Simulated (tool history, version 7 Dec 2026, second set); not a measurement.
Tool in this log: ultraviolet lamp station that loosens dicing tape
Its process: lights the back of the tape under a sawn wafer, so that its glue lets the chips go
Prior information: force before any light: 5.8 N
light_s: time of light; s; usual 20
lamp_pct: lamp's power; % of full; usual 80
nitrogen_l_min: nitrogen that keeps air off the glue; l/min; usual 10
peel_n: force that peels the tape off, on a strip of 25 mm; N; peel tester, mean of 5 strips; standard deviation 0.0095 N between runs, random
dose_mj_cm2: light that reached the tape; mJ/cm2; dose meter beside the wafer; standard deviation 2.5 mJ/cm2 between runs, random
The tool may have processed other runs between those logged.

| run | hour | light_s | lamp_pct | nitrogen_l_min | peel_n | dose_mj_cm2 |
|---|---|---|---|---|---|---|
| 1 | 0.0 | 20 | 80 | 10 | 0.540 | 250 |
| 2 | 14.4 | 20 | 80 | 10 | 0.555 | 252 |
| 3 | 22.3 | 20 | 80 | 10 | 0.545 | 250 |
| 4 | 36.6 | 20 | 80 | 10 | 0.561 | 250 |
| 5 | 47.9 | 20 | 80 | 10 | 0.582 | 245 |
| 6 | 62.7 | 20 | 80 | 10 | 0.590 | 250 |
| 7 | 73.9 | 20 | 66 | 10 | 0.798 | 201 |
| 8 | 84.1 | 20 | 66 | 10 | 0.809 | 206 |
| 9 | 96.2 | 20 | 66 | 10 | 0.793 | 198 |
| 10 | 103.5 | 33 | 80 | 10 | 0.300 | 399 |
| 11 | 113.3 | 33 | 80 | 10 | 0.301 | 398 |
| 12 | 128.8 | 33 | 80 | 10 | 0.277 | 396 |
| 13 | 140.8 | 20 | 80 | 16 | 0.437 | 240 |
| 14 | 151.1 | 20 | 80 | 16 | 0.445 | 241 |
| 15 | 159.4 | 20 | 80 | 16 | 0.451 | 243 |
| 16 | 171.1 | 20 | 80 | 16 | 0.455 | 239 |
|  | 172.5 | window cleaned of glue's vapour |
| 17 | 188.1 | 20 | 80 | 16 | 0.476 | 236 |
| 18 | 204.2 | 20 | 80 | 10 | 0.629 | 235 |
| 19 | 212.4 | 20 | 80 | 10 | 0.629 | 234 |
| 20 | 220.2 | 20 | 80 | 10 | 0.637 | 230 |
| 21 | 232.2 | 20 | 62 | 10 | 0.977 | 176 |
| 22 | 242.1 | 32 | 87 | 16 | 0.257 | 402 |
|  | 247.3 | window cleaned of glue's vapour, once more |
| 23 | 258.5 | 39 | 87 | 14 | 0.241 | 538 |
| 24 | 269.5 | 39 | 87 | 14 | 0.232 | 541 |
| 25 | 280.5 | 39 | 87 | 14 | 0.243 | 534 |
| 26 | 289.8 | 39 | 87 | 14 | 0.239 | 532 |
| 27 | 306.8 | 20 | 80 | 14 | 0.467 | 249 |
| 28 | 321.3 | 20 | 80 | 14 | 0.450 | 249 |
| 29 | 338.0 | 11 | 90 | 4 | 1.930 | 152 |
| 30 | 352.9 | 11 | 90 | 4 | 1.963 | 149 |
| 31 | 367.1 | 11 | 90 | 4 | 1.891 | 152 |
| 32 | 377.1 | 30 | 77 | 10 | 0.340 | 354 |
| 33 | 394.1 | 19 | 66 | 19 | 0.618 | 192 |
| 34 | 410.3 | 19 | 66 | 19 | 0.624 | 187 |
| 35 | 426.1 | 19 | 66 | 19 | 0.593 | 184 |
| 36 | 433.7 | 28 | 69 | 14 | 0.377 | 285 |
| 37 | 449.4 | 11 | 91 | 12 | 1.178 | 147 |
| 38 | 464.9 | 11 | 91 | 12 | 1.166 | 150 |
| 39 | 478.9 | 39 | 68 | 14 | 0.276 | 390 |
| 40 | 494.9 | 20 | 66 | 15 | 0.666 | 192 |
| 41 | 502.1 | 20 | 66 | 15 | 0.671 | 195 |
| 42 | 519.0 | 20 | 80 | 10 | 0.652 | 229 |

Pick out some run-to-run changes in peel_n. Of each, how much would a tool without hidden state show as well, from the settings, what came in and chance, and how much is left for the hidden state and any gauge scatter not in both results compared?
What the log doesn't record here: lamp's light, % of a new lamp's; light that the window lets through, % of a clean one's; drift of the gauge itself on peel_n, %; drift of the gauge itself on dose_mj_cm2, %.
Run 21 -> 22: light_s 20 -> 32, lamp_pct 62 -> 87, nitrogen_l_min 10 -> 16. peel_n -0.720 N: hidden state -0.337, all else -0.383.
Run 28 -> 29: light_s 20 -> 11, lamp_pct 80 -> 90, nitrogen_l_min 14 -> 4. peel_n +1.480 N: hidden state +0.302, all else +1.178.
Run 31 -> 32: light_s 11 -> 30, lamp_pct 90 -> 77, nitrogen_l_min 4 -> 10. peel_n -1.551 N: hidden state -0.355, all else -1.196.
Run 38 -> 39: light_s 11 -> 39, lamp_pct 91 -> 68, nitrogen_l_min 12 -> 14. peel_n -0.890 N: hidden state -0.353, all else -0.537.

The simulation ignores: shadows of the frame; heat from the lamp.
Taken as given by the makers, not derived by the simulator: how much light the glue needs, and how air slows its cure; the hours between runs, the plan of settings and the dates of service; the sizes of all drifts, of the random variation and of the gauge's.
